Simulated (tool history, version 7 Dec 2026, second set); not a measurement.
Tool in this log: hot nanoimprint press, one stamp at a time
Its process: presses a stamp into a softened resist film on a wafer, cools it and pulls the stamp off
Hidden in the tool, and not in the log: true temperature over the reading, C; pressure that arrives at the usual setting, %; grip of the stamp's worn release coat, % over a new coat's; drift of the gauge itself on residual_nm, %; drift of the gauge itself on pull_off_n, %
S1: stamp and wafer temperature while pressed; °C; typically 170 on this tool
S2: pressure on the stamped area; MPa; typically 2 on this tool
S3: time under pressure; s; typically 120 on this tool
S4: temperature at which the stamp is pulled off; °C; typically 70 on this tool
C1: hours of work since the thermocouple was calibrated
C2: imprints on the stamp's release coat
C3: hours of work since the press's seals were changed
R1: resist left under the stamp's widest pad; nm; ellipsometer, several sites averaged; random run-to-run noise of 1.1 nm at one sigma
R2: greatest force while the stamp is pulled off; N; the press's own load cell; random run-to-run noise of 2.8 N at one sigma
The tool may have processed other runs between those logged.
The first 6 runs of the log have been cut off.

run,hour,S1,S2,S3,S4,C1,C2,C3,R1,R2
7,339.3,170,2,120,70,306,1951,457,181.5,192
8,415.9,170,2,120,70,365,2328,516,184.3,211
# hour 442.8: stamp cleaned and given a new release coat
9,483.9,170,2,120,70,413,203,563,184.9,140
# hour 539.3: plate thermocouple calibrated
10,543.7,170,2,120,70,3,482,607,195,153
11,598,170,2,120,70,45,749,649,196.7,159
12,653.1,170,2,120,70,88,1020,692,199.5,169
# hour 673.1: plate thermocouple calibrated, once more
13,699.9,170,1.9,120,70,21,1235,725,181.1,172
# hour 741.4: press's hydraulic seals changed and the load cell set to zero
14,786.7,170,1.9,120,70,81,1622,35,178,176
15,839.3,170,2,84,70,122,1881,75,198.5,189
16,908.4,170,2.61,84,76,175,2221,129,174.6,170
# hour 954.9: stamp cleaned and given a new release coat
17,989.7,170,2.61,94,69,233,171,187,172.5,139
18,1037.6,177,2,104,69,270,407,224,141.9,147
19,1075.1,177,2,104,69,299,591,253,141.1,152

Expected results for the next run?
20,1144.9,164,2,99,70,353,935,306,?,?

R1: 249.6 nm
R2: 161 N
If the tool had no hidden condition, the same run with the same run-to-run variation would have returned R1 236.8 nm, R2 129 N.
